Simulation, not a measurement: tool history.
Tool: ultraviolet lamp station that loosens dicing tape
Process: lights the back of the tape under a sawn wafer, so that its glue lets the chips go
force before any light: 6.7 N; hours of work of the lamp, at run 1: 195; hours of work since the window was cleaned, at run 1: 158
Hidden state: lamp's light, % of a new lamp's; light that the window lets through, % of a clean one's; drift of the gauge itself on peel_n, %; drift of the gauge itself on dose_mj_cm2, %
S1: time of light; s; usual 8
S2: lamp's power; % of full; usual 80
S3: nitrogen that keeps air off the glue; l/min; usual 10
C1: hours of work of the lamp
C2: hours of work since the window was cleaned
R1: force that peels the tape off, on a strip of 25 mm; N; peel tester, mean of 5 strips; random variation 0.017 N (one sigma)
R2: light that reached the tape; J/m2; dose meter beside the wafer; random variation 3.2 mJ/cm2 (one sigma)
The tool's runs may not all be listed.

| run | day | S1 | S2 | S3 | C1 | C2 | R1 | R2 |
|---|---|---|---|---|---|---|---|---|
| 1 | 0 | 8 | 80 | 10 | 195 | 158 | 0.82 | 5020 |
| 2 | 0.629 | 8 | 80 | 10 | 204 | 167 | 0.782 | 4950 |
| 3 | 1.238 | 8 | 80 | 10 | 212 | 175 | 0.806 | 4930 |
| 4 | 1.6 | 8 | 80 | 10 | 216 | 179 | 0.829 | 5010 |
| 5 | 2.138 | 8 | 80 | 10 | 224 | 187 | 0.8 | 4950 |
| 6 | 2.688 | 8 | 80 | 10 | 231 | 194 | 0.788 | 5000 |
| 7 | 3.029 | 8 | 80 | 10 | 235 | 198 | 0.804 | 4950 |
| 8 | 3.496 | 8 | 80 | 10 | 242 | 205 | 0.808 | 4990 |
| 9 | 4.15 | 8 | 80 | 10 | 250 | 213 | 0.795 | 5010 |
| 10 | 4.625 | 8 | 80 | 10 | 257 | 220 | 0.796 | 5000 |
| 11 | 5.233 | 8 | 77 | 10 | 265 | 228 | 0.846 | 4780 |
| 12 | 5.725 | 8 | 80 | 14 | 271 | 234 | 0.66 | 4930 |
| 13 | 6.35 | 8 | 80 | 10 | 279 | 242 | 0.78 | 5010 |
| 14 | 6.75 | 8 | 80 | 10 | 285 | 248 | 0.778 | 5000 |
| 15 | 7.271 | 8 | 80 | 10 | 292 | 255 | 0.782 | 4930 |
| 16 | 7.546 | 8 | 80 | 10 | 295 | 258 | 0.799 | 5020 |
| 17 | 8.008 | 9 | 80 | 10 | 301 | 264 | 0.624 | 5530 |
| 18 | 8.483 | 9 | 80 | 10 | 308 | 271 | 0.631 | 5610 |
| 19 | 9.025 | 9 | 80 | 10 | 315 | 278 | 0.655 | 5570 |
| 20 | 9.35 | 8 | 77 | 8 | 319 | 282 | 0.953 | 4840 |
| 21 | 9.842 | 10 | 77 | 16 | 326 | 289 | 0.454 | 6020 |
| 22 | 10.425 | 8 | 80 | 13 | 333 | 296 | 0.724 | 5000 |
| 23 | 10.808 | 8 | 85 | 6 | 338 | 301 | 0.964 | 5320 |
| 24 | 11.396 | 8 | 85 | 6 | 346 | 309 | 0.917 | 5290 |
| 25 | 11.838 | 7 | 83 | 13 | 352 | 315 | 0.822 | 4530 |
| 26 | 12.329 | 11 | 87 | 8 | 359 | 322 | 0.438 | 7500 |
| 27 | 12.871 | 11 | 87 | 3 | 366 | 329 | 0.784 | 7490 |
| 28 | 13.462 | 13 | 73 | 4 | 374 | 337 | 0.654 | 7360 |
| 29 | 13.888 | 5 | 80 | 10 | 379 | 342 | 1.67 | 3160 |
| 30 | 14.55 | 7 | 77 | 6 | 388 | 351 | 1.376 | 4170 |
| 31 | 15.079 | 4 | 77 | 6 | 395 | 358 | 2.602 | 2400 |
| 32 | 15.408 | 10 | 93 | 4 | 399 | 362 | 0.663 | 7260 |
| 33 | 16.029 | 8 | 94 | 4 | 408 | 371 | 1.027 | 5900 |
| 34 | 16.554 | 8 | 80 | 10 | 415 | 378 | 0.819 | 5030 |
| 35 | 17.117 | 9 | 67 | 11 | 422 | 385 | 0.835 | 4750 |
| 36 | 17.504 | 9 | 67 | 11 | 427 | 390 | 0.849 | 4680 |
| 37 | 17.983 | 10 | 75 | 15 | 433 | 397 | 0.466 | 5860 |
| 38 | 18.3 | 10 | 75 | 15 | 438 | 401 | 0.483 | 5890 |

5 ways to go on from here, each from the tool as it stands after run 38. What would each give?
| A | 18.7 | 6 | 64 | 10 | 443 | 406 | ? | ? |
| B | 18.7 | 5 | 75 | 10 | 443 | 406 | ? | ? |
| C | 18.7 | 8 | 61 | 15 | 443 | 406 | ? | ? |
| D | 18.7 | 11 | 68 | 20 | 443 | 406 | ? | ? |
| E | 18.7 | 8 | 80 | 8 | 443 | 406 | ? | ? |

| run | R1 | R2 |
|---|---|---|
| A | 1.76 | 2990 |
| B | 1.812 | 2910 |
| C | 1.056 | 3780 |
| D | 0.448 | 5760 |
| E | 0.888 | 5000 |
Without the tool's hidden state the same runs would have given:
| run | R1 | R2 |
|---|---|---|
| A | 1.753 | 3000 |
| B | 1.805 | 2920 |
| C | 1.051 | 3790 |
| D | 0.446 | 5780 |
| E | 0.883 | 5010 |

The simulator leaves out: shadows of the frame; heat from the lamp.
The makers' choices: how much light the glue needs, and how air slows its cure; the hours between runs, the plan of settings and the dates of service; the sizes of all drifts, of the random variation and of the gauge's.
